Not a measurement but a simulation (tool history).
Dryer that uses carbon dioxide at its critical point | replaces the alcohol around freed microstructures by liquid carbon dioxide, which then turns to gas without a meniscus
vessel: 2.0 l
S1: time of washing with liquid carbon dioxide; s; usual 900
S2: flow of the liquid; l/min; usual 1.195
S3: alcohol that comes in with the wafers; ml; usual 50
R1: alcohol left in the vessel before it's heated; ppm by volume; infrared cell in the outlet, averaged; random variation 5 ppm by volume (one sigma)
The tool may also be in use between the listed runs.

run 1 hour=0.0 | S1=900 S2=1.195 S3=50 | R1=47
run 2 hour=7.2 | S1=900 S2=1.195 S3=50 | R1=44
run 3 hour=13.4 | S1=1380 S2=1.195 S3=50 | R1=35
run 4 hour=19.9 | S1=900 S2=1.195 S3=50 | R1=56
run 5 hour=27.8 | S1=900 S2=0.800 S3=50 | R1=239
run 6 hour=36.3 | S1=900 S2=1.420 S3=50 | R1=45
-- hour=41.1 inlet filter changed
run 7 hour=45.4 | S1=900 S2=1.420 S3=50 | R1=43
run 8 hour=55.0 | S1=900 S2=0.740 S3=50 | R1=271
run 9 hour=63.8 | S1=900 S2=1.195 S3=112 | R1=78
run 10 hour=70.4 | S1=900 S2=1.195 S3=112 | R1=64
run 11 hour=78.8 | S1=900 S2=1.195 S3=50 | R1=55
run 12 hour=83.0 | S1=900 S2=1.195 S3=50 | R1=44
run 13 hour=91.6 | S1=900 S2=1.195 S3=50 | R1=60
run 14 hour=95.5 | S1=900 S2=1.195 S3=50 | R1=54
run 15 hour=103.4 | S1=1260 S2=1.380 S3=47 | R1=49
run 16 hour=110.2 | S1=900 S2=0.860 S3=20 | R1=101
run 17 hour=115.8 | S1=900 S2=0.860 S3=20 | R1=90
run 18 hour=125.5 | S1=900 S2=2.020 S3=50 | R1=50
run 19 hour=129.6 | S1=780 S2=1.620 S3=52 | R1=60
run 20 hour=138.6 | S1=660 S2=0.990 S3=21 | R1=146
run 21 hour=146.9 | S1=660 S2=0.990 S3=21 | R1=157
run 22 hour=155.8 | S1=660 S2=1.200 S3=49 | R1=139

4 ways to go on from here, each from the tool as it stands after run 22. What would each give?
run A hour=164.1 | S1=660 S2=1.200 S3=49 | R1=?
run B hour=164.1 | S1=540 S2=1.195 S3=50 | R1=?
run C hour=164.1 | S1=900 S2=1.360 S3=100 | R1=?
run D hour=164.1 | S1=780 S2=1.470 S3=97 | R1=?

run=A R1=138
run=B R1=304
run=C R1=58
run=D R1=61
Without the tool's hidden state the same runs would have given:
run=A R1=77
run=B R1=234
run=C R1=3
run=D R1=5

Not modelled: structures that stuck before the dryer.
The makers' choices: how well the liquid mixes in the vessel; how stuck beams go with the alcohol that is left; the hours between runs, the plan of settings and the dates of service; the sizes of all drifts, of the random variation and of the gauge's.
